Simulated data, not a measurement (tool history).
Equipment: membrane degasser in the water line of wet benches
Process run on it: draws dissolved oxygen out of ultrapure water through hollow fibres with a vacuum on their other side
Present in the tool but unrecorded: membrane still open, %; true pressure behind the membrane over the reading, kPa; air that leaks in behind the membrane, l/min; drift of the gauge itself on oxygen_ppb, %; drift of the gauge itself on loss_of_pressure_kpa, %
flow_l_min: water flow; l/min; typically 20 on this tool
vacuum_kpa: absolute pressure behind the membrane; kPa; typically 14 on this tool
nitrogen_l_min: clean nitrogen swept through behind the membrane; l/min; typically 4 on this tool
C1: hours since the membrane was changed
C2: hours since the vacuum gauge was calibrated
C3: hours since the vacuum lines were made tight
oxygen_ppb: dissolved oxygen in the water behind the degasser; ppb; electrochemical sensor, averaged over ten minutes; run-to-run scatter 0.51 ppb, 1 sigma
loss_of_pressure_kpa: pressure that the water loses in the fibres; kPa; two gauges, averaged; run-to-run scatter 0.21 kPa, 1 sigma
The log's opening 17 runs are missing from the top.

{"run": 18, "hour": 3063.8, "flow_l_min": 18, "vacuum_kpa": 8.9, "nitrogen_l_min": 7.35, "C1": 4979, "C2": 2376, "C3": 529, "oxygen_ppb": 36.8, "loss_of_pressure_kpa": 43.98}
{"run": 19, "hour": 3184.2, "flow_l_min": 31, "vacuum_kpa": 29.8, "nitrogen_l_min": 4, "C1": 5099, "C2": 2496, "C3": 649, "oxygen_ppb": 491.6, "loss_of_pressure_kpa": 76.22}
{"run": 20, "hour": 3428.9, "flow_l_min": 13, "vacuum_kpa": 15.4, "nitrogen_l_min": 4, "C1": 5344, "C2": 2741, "C3": 894, "oxygen_ppb": 96.8, "loss_of_pressure_kpa": 31.83}
{"run": 21, "hour": 3582.6, "flow_l_min": 20, "vacuum_kpa": 13.8, "nitrogen_l_min": 6.17, "C1": 5498, "C2": 2895, "C3": 1047, "oxygen_ppb": 88.3, "loss_of_pressure_kpa": 48.82}
{"run": 22, "hour": 3807.3, "flow_l_min": 19, "vacuum_kpa": 28.6, "nitrogen_l_min": 10.12, "C1": 5723, "C2": 3119, "C3": 1272, "oxygen_ppb": 120.3, "loss_of_pressure_kpa": 46.21}
{"run": 23, "hour": 3932.3, "flow_l_min": 13, "vacuum_kpa": 28.6, "nitrogen_l_min": 10.12, "C1": 5848, "C2": 3244, "C3": 1397, "oxygen_ppb": 81, "loss_of_pressure_kpa": 31.51}
{"run": 24, "hour": 4083.6, "flow_l_min": 14, "vacuum_kpa": 9.1, "nitrogen_l_min": 7.96, "C1": 5999, "C2": 3396, "C3": 1548, "oxygen_ppb": 26.6, "loss_of_pressure_kpa": 34.04}
{"run": 25, "hour": 4332.2, "flow_l_min": 16, "vacuum_kpa": 19.4, "nitrogen_l_min": 12, "C1": 6247, "C2": 3644, "C3": 1797, "oxygen_ppb": 54.8, "loss_of_pressure_kpa": 38.7}
{"run": 26, "hour": 4467.7, "flow_l_min": 16, "vacuum_kpa": 19.4, "nitrogen_l_min": 12, "C1": 6383, "C2": 3780, "C3": 1933, "oxygen_ppb": 55.2, "loss_of_pressure_kpa": 38.88}
{"run": 27, "hour": 4726.6, "flow_l_min": 16, "vacuum_kpa": 19.4, "nitrogen_l_min": 12, "C1": 6642, "C2": 4039, "C3": 2191, "oxygen_ppb": 54.6, "loss_of_pressure_kpa": 38.63}
{"run": 28, "hour": 4961.8, "flow_l_min": 20, "vacuum_kpa": 25.3, "nitrogen_l_min": 4, "C1": 6877, "C2": 4274, "C3": 2427, "oxygen_ppb": 266.9, "loss_of_pressure_kpa": 48.28}
{"run": 29, "hour": 5087.6, "flow_l_min": 20, "vacuum_kpa": 25.3, "nitrogen_l_min": 4, "C1": 7003, "C2": 4400, "C3": 2552, "oxygen_ppb": 264.1, "loss_of_pressure_kpa": 47.91}
{"run": 30, "hour": 5335.0, "flow_l_min": 20, "vacuum_kpa": 25.3, "nitrogen_l_min": 3.28, "C1": 7250, "C2": 4647, "C3": 2800, "oxygen_ppb": 317.2, "loss_of_pressure_kpa": 47.78}
{"run": 31, "hour": 5557.1, "flow_l_min": 20, "vacuum_kpa": 25.3, "nitrogen_l_min": 3.28, "C1": 7472, "C2": 4869, "C3": 3022, "oxygen_ppb": 317.5, "loss_of_pressure_kpa": 47.83}

Estimate the outcome of run 32 from the log above:
{"run": 32, "hour": 5790.8, "flow_l_min": 20, "vacuum_kpa": 25.3, "nitrogen_l_min": 3.28, "C1": 7706, "C2": 5103, "C3": 3256, "oxygen_ppb": "?", "loss_of_pressure_kpa": "?"}

Run 32 produced oxygen_ppb 318.6 ppb, loss_of_pressure_kpa 47.88 kPa.
Minus the tool's unlogged condition, the same run would have read oxygen_ppb 318.5 ppb, loss_of_pressure_kpa 49.5 kPa.

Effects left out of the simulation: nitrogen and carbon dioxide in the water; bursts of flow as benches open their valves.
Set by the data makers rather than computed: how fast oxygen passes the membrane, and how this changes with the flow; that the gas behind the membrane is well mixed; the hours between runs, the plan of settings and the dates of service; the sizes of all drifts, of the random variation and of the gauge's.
